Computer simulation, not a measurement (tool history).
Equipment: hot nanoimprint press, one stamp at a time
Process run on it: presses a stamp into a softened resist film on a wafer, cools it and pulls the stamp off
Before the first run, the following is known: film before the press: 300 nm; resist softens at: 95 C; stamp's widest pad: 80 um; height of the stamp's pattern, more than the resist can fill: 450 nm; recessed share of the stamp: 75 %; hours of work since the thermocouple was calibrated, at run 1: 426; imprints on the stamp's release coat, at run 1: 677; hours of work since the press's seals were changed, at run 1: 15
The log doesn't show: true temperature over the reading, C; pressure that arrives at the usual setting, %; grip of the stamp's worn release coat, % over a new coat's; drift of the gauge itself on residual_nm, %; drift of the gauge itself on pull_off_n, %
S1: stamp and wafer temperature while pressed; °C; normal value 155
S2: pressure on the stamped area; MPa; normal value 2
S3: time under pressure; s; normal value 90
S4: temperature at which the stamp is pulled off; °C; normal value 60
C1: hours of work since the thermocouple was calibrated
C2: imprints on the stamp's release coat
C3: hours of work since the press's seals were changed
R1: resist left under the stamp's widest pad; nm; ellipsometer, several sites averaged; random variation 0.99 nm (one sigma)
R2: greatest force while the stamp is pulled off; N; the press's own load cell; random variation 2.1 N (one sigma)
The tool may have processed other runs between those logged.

| run | day | S1 | S2 | S3 | S4 | C1 | C2 | C3 | R1 | R2 |
|---|---|---|---|---|---|---|---|---|---|---|
| 1 | 0 | 155 | 2 | 90 | 60 | 426 | 677 | 15 | 152 | 102 |
| 2 | 0.933 | 155 | 2 | 90 | 60 | 441 | 724 | 30 | 149.1 | 104 |
| 3 | 2.188 | 155 | 2 | 90 | 60 | 460 | 788 | 49 | 150 | 104 |
| 4 | 2.958 | 155 | 2 | 90 | 62 | 472 | 827 | 61 | 152.5 | 98 |
|  | 4.058 | plate thermocouple calibrated |
| 5 | 4.371 | 155 | 2 | 90 | 62 | 5 | 893 | 81 | 145 | 95 |
| 6 | 5.983 | 155 | 2 | 53 | 60 | 30 | 975 | 106 | 173.6 | 102 |
| 7 | 7.029 | 163 | 2 | 90 | 60 | 46 | 1028 | 123 | 103.9 | 102 |
| 8 | 7.788 | 163 | 2 | 90 | 60 | 58 | 1067 | 134 | 104.8 | 102 |
| 9 | 9.133 | 163 | 2 | 90 | 60 | 79 | 1135 | 155 | 106.1 | 104 |
| 10 | 10.904 | 155 | 2 | 54 | 60 | 107 | 1226 | 183 | 174 | 104 |
| 11 | 12.117 | 155 | 2 | 54 | 60 | 125 | 1287 | 202 | 174.5 | 107 |
| 12 | 12.975 | 155 | 2 | 54 | 60 | 139 | 1331 | 215 | 176.7 | 108 |
| 13 | 14.088 | 155 | 2 | 90 | 67 | 156 | 1388 | 232 | 148.4 | 84 |
| 14 | 15.708 | 155 | 2 | 90 | 67 | 181 | 1470 | 258 | 148.7 | 85 |
| 15 | 17.288 | 144 | 2.12 | 101 | 47 | 206 | 1551 | 282 | 214 | 135 |
| 16 | 18.988 | 166 | 2.34 | 55 | 49 | 232 | 1637 | 309 | 109.6 | 136 |
| 17 | 20.617 | 165 | 2.17 | 90 | 60 | 258 | 1720 | 334 | 95.7 | 112 |
| 18 | 21.788 | 147 | 1.53 | 90 | 50 | 276 | 1780 | 352 | 221.1 | 143 |
| 19 | 23.308 | 150 | 1.53 | 48 | 50 | 300 | 1857 | 376 | 232 | 139 |
| 20 | 24.992 | 150 | 1.53 | 48 | 50 | 326 | 1943 | 402 | 231.7 | 136 |
| 21 | 26.212 | 150 | 1.53 | 48 | 50 | 345 | 2005 | 421 | 234.5 | 139 |
| 22 | 27.404 | 155 | 1.36 | 174 | 60 | 363 | 2066 | 440 | 143.9 | 114 |
| 23 | 29.1 | 161 | 1.36 | 170 | 60 | 390 | 2152 | 466 | 112.5 | 114 |
| 24 | 30.158 | 163 | 1.68 | 170 | 60 | 406 | 2206 | 482 | 94 | 117 |
| 25 | 31.746 | 146 | 2 | 131 | 60 | 431 | 2287 | 507 | 193.4 | 115 |
|  | 32.267 | stamp cleaned and given a new release coat |
| 26 | 33.375 | 155 | 2 | 157 | 60 | 452 | 56 | 529 | 125.5 | 103 |
| 27 | 35.092 | 155 | 2 | 157 | 60 | 479 | 144 | 555 | 127.6 | 101 |

Below, some changes in R1 between adjacent runs. For each, the amount present without the hidden state too (settings, incoming material, random variation) and the amount remaining for the hidden state with gauge scatter not shared by both compared results:
Run 4 -> 5: plate thermocouple calibrated. R1 -7.5 nm: hidden state -7.9, all else +0.4.
Run 15 -> 16: S1 144 -> 166, S2 2.12 -> 2.34, S3 101 -> 55, S4 47 -> 49. R1 -104.4 nm: hidden state -2.5, all else -101.9.
Run 17 -> 18: S1 165 -> 147, S2 2.17 -> 1.53, S4 60 -> 50. R1 +125.4 nm: hidden state +3.4, all else +122.
Run 24 -> 25: S1 163 -> 146, S2 1.68 -> 2, S3 170 -> 131. R1 +99.4 nm: hidden state +7, all else +92.4.

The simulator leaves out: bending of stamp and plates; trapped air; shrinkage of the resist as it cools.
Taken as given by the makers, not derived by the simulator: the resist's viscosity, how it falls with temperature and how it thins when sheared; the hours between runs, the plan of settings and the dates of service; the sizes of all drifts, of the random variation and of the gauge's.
